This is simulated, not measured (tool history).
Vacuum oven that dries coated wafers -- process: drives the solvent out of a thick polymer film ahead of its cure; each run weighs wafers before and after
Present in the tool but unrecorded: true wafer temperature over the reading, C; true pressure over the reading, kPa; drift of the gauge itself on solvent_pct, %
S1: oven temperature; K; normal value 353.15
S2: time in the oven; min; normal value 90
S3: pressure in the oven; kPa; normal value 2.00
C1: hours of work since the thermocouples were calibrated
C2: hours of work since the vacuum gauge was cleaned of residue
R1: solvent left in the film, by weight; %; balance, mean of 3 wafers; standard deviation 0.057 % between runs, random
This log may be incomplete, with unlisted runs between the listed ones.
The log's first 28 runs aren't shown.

run    hour      S1   S2    S3   C1   C2     R1
 29  1627.5  353.15   46  4.17  234   71   7.09
 30  1699.1  338.15  131  4.71  278  114   8.15
 31  1758.8  338.15  131  4.71  314  151   8.03
 32  1833.9  350.15   56  6.19  360  197   8.19
 33  1870.2  364.15   56  2.63  382  219   2.47
 34  1910.1  338.15   56  2.63  406  243  11.10
 35  1969.3  359.15  143  1.06  442  279   0.66
 36  2020.6  347.15   57  2.00  474  310   7.38
 37  2069.1  347.15  110  1.73  503  340   3.73
 38  2142.4  363.15  110  7.17  548  385   2.90
 39  2175.3  353.15   90  1.62  568  405   2.95
 40  2215.3  353.15   90  1.62  592  429   2.95
 41  2270.3  353.15   90  1.62  626  463   2.94
 42  2324.7  353.15   90  1.62  659  496   2.92
 43  2376.4  341.15  117  3.62  691  527   6.94
 44  2444.1  361.15  139  2.09  732  569   1.09
 45  2495.6  361.15  139  2.09  763  600   1.03
 46  2527.8  346.15  135  5.26  783  620   5.48
 47  2565.5  346.15  135  5.26  806  643   5.66
 48  2640.4  362.15   95  3.68  851  688   2.04

3 ways to go on from here, each from the tool as it stands after run 48. What would each give?
  A  2681.6  362.15   95  1.27  877  713   ?
  B  2681.6  364.15   99  2.00  877  713   ?
  C  2681.6  353.15  158  2.00  877  713   ?

run    R1
  A  1.10
  B  1.14
  C  1.71
The same runs, with their run-to-run variation unchanged, on a tool lacking any hidden condition would have given:
run    R1
  A  0.82
  B  0.89
  C  1.35

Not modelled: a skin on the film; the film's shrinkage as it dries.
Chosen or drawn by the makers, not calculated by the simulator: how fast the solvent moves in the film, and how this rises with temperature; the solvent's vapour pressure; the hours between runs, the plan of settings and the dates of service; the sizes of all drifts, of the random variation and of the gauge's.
